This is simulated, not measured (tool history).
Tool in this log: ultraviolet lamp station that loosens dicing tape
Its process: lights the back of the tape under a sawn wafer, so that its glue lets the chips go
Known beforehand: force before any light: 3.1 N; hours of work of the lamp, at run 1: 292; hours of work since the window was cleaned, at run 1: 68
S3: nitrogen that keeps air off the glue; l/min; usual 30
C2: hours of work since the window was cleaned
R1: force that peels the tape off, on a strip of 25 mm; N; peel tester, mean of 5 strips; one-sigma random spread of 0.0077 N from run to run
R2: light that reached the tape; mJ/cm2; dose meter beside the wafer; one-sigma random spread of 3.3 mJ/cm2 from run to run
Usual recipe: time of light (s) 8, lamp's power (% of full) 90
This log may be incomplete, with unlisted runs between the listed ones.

Run 1, hour 0.0: usual settings; hours of work of the lamp 292; C2 68. Result: R1 0.345 N, R2 446 mJ/cm2.
Run 2, hour 8.0: usual settings; hours of work of the lamp 297; C2 73. Result: R1 0.347 N, R2 444 mJ/cm2.
Run 3, hour 16.5: usual settings; hours of work of the lamp 303; C2 79. Result: R1 0.355 N, R2 443 mJ/cm2.
Run 4, hour 27.6: usual settings; hours of work of the lamp 311; C2 86. Result: R1 0.353 N, R2 440 mJ/cm2.
Run 5, hour 36.1: usual settings; hours of work of the lamp 317; C2 92. Result: R1 0.343 N, R2 440 mJ/cm2.
Run 6, hour 45.3: usual settings but lamp's power (% of full) 97; hours of work of the lamp 323; C2 98. Result: R1 0.334 N, R2 470 mJ/cm2.
Run 7, hour 53.6: usual settings but lamp's power (% of full) 97; hours of work of the lamp 329; C2 104. Result: R1 0.322 N, R2 468 mJ/cm2.
Run 8, hour 63.2: usual settings but time of light (s) 10, lamp's power (% of full) 97; hours of work of the lamp 335; C2 111. Result: R1 0.256 N, R2 588 mJ/cm2.
Run 9, hour 70.7: usual settings but time of light (s) 10, lamp's power (% of full) 97; hours of work of the lamp 340; C2 116. Result: R1 0.267 N, R2 580 mJ/cm2.
Run 10, hour 80.1: usual settings but time of light (s) 10, lamp's power (% of full) 97; hours of work of the lamp 347; C2 122. Result: R1 0.247 N, R2 578 mJ/cm2.
Run 11, hour 90.0: usual settings; hours of work of the lamp 353; C2 129. Result: R1 0.362 N, R2 430 mJ/cm2.
Run 12, hour 101.6: usual settings but time of light (s) 4; hours of work of the lamp 361; C2 137. Result: R1 0.898 N, R2 210 mJ/cm2.
Run 13, hour 110.5: usual settings but time of light (s) 4; hours of work of the lamp 367; C2 143. Result: R1 0.888 N, R2 214 mJ/cm2.
Run 14, hour 116.2: usual settings but time of light (s) 4; hours of work of the lamp 371; C2 147. Result: R1 0.920 N, R2 207 mJ/cm2.
Run 15, hour 126.5: usual settings but time of light (s) 4; hours of work of the lamp 378; C2 154. Result: R1 0.894 N, R2 211 mJ/cm2.
Run 16, hour 137.7: usual settings but lamp's power (% of full) 67; hours of work of the lamp 386; C2 161. Result: R1 0.552 N, R2 317 mJ/cm2.
Run 17, hour 148.2: usual settings but time of light (s) 4; hours of work of the lamp 393; C2 169. Result: R1 0.899 N, R2 210 mJ/cm2.
Run 18, hour 158.5: usual settings but time of light (s) 4; hours of work of the lamp 400; C2 176. Result: R1 0.913 N, R2 208 mJ/cm2.
Run 19, hour 164.0: usual settings but time of light (s) 14; hours of work of the lamp 404; C2 179. Result: R1 0.220 N, R2 733 mJ/cm2.
Run 20, hour 173.2: usual settings but time of light (s) 14; hours of work of the lamp 410; C2 186. Result: R1 0.231 N, R2 724 mJ/cm2.
Run 21, hour 179.9: usual settings but lamp's power (% of full) 94; hours of work of the lamp 415; C2 190. Result: R1 0.368 N, R2 436 mJ/cm2.
Run 22, hour 190.0: usual settings but lamp's power (% of full) 94; hours of work of the lamp 421; C2 197. Result: R1 0.355 N, R2 431 mJ/cm2.
Run 23, hour 199.5: usual settings but lamp's power (% of full) 94; hours of work of the lamp 428; C2 204. Result: R1 0.353 N, R2 428 mJ/cm2.
Run 24, hour 207.5: usual settings but time of light (s) 5, lamp's power (% of full) 80, S3 45 l/min; hours of work of the lamp 433; C2 209. Result: R1 0.710 N, R2 227 mJ/cm2.
Run 25, hour 213.9: usual settings but time of light (s) 5, lamp's power (% of full) 80, S3 45 l/min; hours of work of the lamp 438; C2 213. Result: R1 0.678 N, R2 229 mJ/cm2.
Run 26, hour 219.2: usual settings but time of light (s) 5, lamp's power (% of full) 80, S3 45 l/min; hours of work of the lamp 441; C2 217. Result: R1 0.685 N, R2 226 mJ/cm2.
Run 27, hour 230.3: usual settings but time of light (s) 16, S3 36 l/min; hours of work of the lamp 449; C2 225. Result: R1 0.221 N, R2 811 mJ/cm2.
Run 28, hour 235.3: usual settings but lamp's power (% of full) 89, S3 9 l/min; hours of work of the lamp 452; C2 228. Result: R1 0.702 N, R2 399 mJ/cm2.
Run 29, hour 244.7: usual settings but lamp's power (% of full) 89, S3 9 l/min; hours of work of the lamp 459; C2 234. Result: R1 0.713 N, R2 396 mJ/cm2.
Run 30, hour 251.7: usual settings but time of light (s) 5, lamp's power (% of full) 87; hours of work of the lamp 463; C2 239. Result: R1 0.771 N, R2 240 mJ/cm2.
Run 31, hour 257.6: usual settings but time of light (s) 5, lamp's power (% of full) 70, S3 12 l/min; hours of work of the lamp 467; C2 243. Result: R1 1.320 N, R2 196 mJ/cm2.
Run 32, hour 264.9: usual settings but time of light (s) 5, lamp's power (% of full) 70, S3 12 l/min; hours of work of the lamp 472; C2 248. Result: R1 1.362 N, R2 194 mJ/cm2.
Run 33, hour 273.3: usual settings but time of light (s) 5, lamp's power (% of full) 70, S3 12 l/min; hours of work of the lamp 478; C2 254. Result: R1 1.347 N, R2 189 mJ/cm2.
Run 34, hour 283.7: usual settings but time of light (s) 5, lamp's power (% of full) 70, S3 12 l/min; hours of work of the lamp 485; C2 261. Result: R1 1.337 N, R2 196 mJ/cm2.
Run 35, hour 289.0: usual settings but time of light (s) 5, lamp's power (% of full) 70, S3 12 l/min; hours of work of the lamp 489; C2 265. Result: R1 1.330 N, R2 195 mJ/cm2.
Run 36, hour 299.9: usual settings but time of light (s) 4, lamp's power (% of full) 97, S3 13 l/min; hours of work of the lamp 496; C2 272. Result: R1 1.247 N, R2 215 mJ/cm2.
Run 37, hour 304.9: usual settings but time of light (s) 4, lamp's power (% of full) 97, S3 13 l/min; hours of work of the lamp 500; C2 275. Result: R1 1.148 N, R2 212 mJ/cm2.
Run 38, hour 310.0: usual settings but time of light (s) 4, lamp's power (% of full) 97, S3 13 l/min; hours of work of the lamp 503; C2 279. Result: R1 1.253 N, R2 208 mJ/cm2.
Run 39, hour 315.0: usual settings but lamp's power (% of full) 61, S3 14 l/min; hours of work of the lamp 507; C2 282. Result: R1 0.947 N, R2 267 mJ/cm2.
Run 40, hour 322.8: usual settings but time of light (s) 5, S3 14 l/min; hours of work of the lamp 512; C2 288. Result: R1 1.020 N, R2 241 mJ/cm2.
Run 41, hour 329.5: usual settings but time of light (s) 5, lamp's power (% of full) 68, S3 23 l/min; hours of work of the lamp 516; C2 292. Result: R1 1.131 N, R2 186 mJ/cm2.
Run 42, hour 337.2: usual settings but time of light (s) 6, lamp's power (% of full) 85, S3 19 l/min; hours of work of the lamp 522; C2 297. Result: R1 0.779 N, R2 271 mJ/cm2.
Run 43, hour 344.2: usual settings but lamp's power (% of full) 69; hours of work of the lamp 526; C2 302. Result: R1 0.591 N, R2 298 mJ/cm2.

Table of differences, measured result less the result of that run with no hidden state. Run-to-run variation is the same in both. Gauge scatter possibly is not:
Hidden state at play: lamp's light, % of a new lamp's; light that the window lets through, % of a clean one's; drift of the gauge itself on peel_n, %; drift of the gauge itself on dose_mj_cm2, %.
run      R1    R2
  1  +0.054   -71
  2  +0.055   -72
  3  +0.056   -73
  4  +0.059   -75
  5  +0.059   -78
  6  +0.053   -84
  7  +0.052   -86
  8  +0.028  -110
  9  +0.029  -112
 10  +0.029  -114
 11  +0.070   -86
 12  +0.179   -44
 13  +0.181   -46
 14  +0.187   -45
 15  +0.187   -46
 16  +0.131   -70
 17  +0.197   -48
 18  +0.204   -49
 19  +0.013  -175
 20  +0.015  -176
 21  +0.079  -107
 22  +0.080  -108
 23  +0.080  -110
 24  +0.184   -59
 25  +0.181   -60
 26  +0.183   -61
 27  +0.006  -220
 28  +0.187  -109
 29  +0.196  -110
 30  +0.209   -68
 31  +0.267   -56
 32  +0.277   -57
 33  +0.277   -57
 34  +0.276   -58
 35  +0.277   -58
 36  +0.290   -65
 37  +0.267   -65
 38  +0.293   -66
 39  +0.259   -83
 40  +0.272   -77
 41  +0.286   -60
 42  +0.238   -90
 43  +0.188   -99
